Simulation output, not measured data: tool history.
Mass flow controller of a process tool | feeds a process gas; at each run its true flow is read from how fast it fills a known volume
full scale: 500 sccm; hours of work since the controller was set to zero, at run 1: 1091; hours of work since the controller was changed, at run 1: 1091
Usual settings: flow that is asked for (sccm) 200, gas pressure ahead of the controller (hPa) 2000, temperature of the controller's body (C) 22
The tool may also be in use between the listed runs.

run	hour	flow that is asked for (sccm)	gas pressure ahead of the controller (hPa)	temperature of the controller's body (C)	hours of work since the controller was set to zero	hours of work since the controller was changed	true flow (%)
1	0	200	2000	22	1091	1091	98.24
2	82.9	200	2000	22	1121	1121	98.04
3	151.8	200	1400	22	1145	1145	97.68
4	211.7	200	1640	22	1167	1167	97.86
5	253.5	61	2000	22	1182	1182	96.04
6	300.5	200	2000	22	1199	1199	98.06
7	361.1	200	2000	22	1221	1221	98.09
8	402.3	109	2000	22	1236	1236	97.11
9	464.4	168	2000	22	1258	1258	97.77
10	544.9	168	2000	22	1287	1287	97.67
11	582.7	336	2000	22	1300	1300	98.57
12	661.1	336	2000	22	1329	1329	98.75
13	705.7	336	2000	22	1345	1345	98.41
14	785.3	336	2000	22	1373	1373	98.63
15	849.1	336	2000	22	1396	1396	98.65
16	918.3	336	2000	22	1421	1421	98.57
17	968.6	336	2000	22	1439	1439	98.52
18	1060.2	336	2000	22	1472	1472	98.51
19	1136.9	200	2000	22	1500	1500	97.81
20	1223.8	200	2000	22	1531	1531	97.69
21	1263.3	200	2000	22	1545	1545	97.68
22	1311.2	200	2000	22	1562	1562	97.78
23	1380.8	200	2000	22	1587	1587	97.77
24	1471	297	2000	22	1620	1620	98.3
25	1552.9	297	2000	22	1649	1649	98.29
26	1626	200	1430	25	1676	1676	97.51
27	1702.2	200	1430	25	1703	1703	97.44
28	1754.6	200	1430	25	1722	1722	97.42
29	1795.5	200	1430	25	1736	1736	97.44
30	1840.8	80	1850	22	1753	1753	95.68
31	1906.1	63	2320	22	1776	1776	95.29
32	1947.9	63	2320	22	1791	1791	95.16
33	1987.9	134	1470	37	1806	1806	97.82
34	2027.2	88	1470	22	1820	1820	95.57
35	2064.8	200	2000	27	1833	1833	97.87
36	2155.8	80	1530	23	1866	1866	95.36
37	2246.4	479	1530	29	1899	1899	99.19
38	2327.1	200	2150	32	1928	1928	98.28
39	2368.4	72	2150	29	1942	1942	95.91
40	2408.8	395	2000	21	1957	1957	98.44
41	2484.1	57	2470	35	1984	1984	95.63
42	2554	57	2470	35	2009	2009	95.47
43	2597	234	2470	40	2025	2025	99.45
44	2639.2	141	1560	40	2040	2040	97.93
45	2714.6	141	1560	40	2067	2067	97.95
46	2761.1	215	1900	22	2084	2084	97.51
47	2828	102	1900	20	2108	2108	95.68
48	2908	180	1540	20	2136	2136	96.7

4 ways to go on from here, each from the tool as it stands after run 48. What would each give?
A	2947.8	200	1790	27	2151	2151	?
B	2947.8	449	1540	20	2151	2151	?
C	2947.8	415	2000	22	2151	2151	?
D	2947.8	71	1540	20	2151	2151	?

run	true flow (%)
A	97.52
B	97.97
C	98.46
D	94.23
Without the tool's hidden state the same runs would have given:
run	true flow (%)
A	99.23
B	98.98
C	99.52
D	98.21
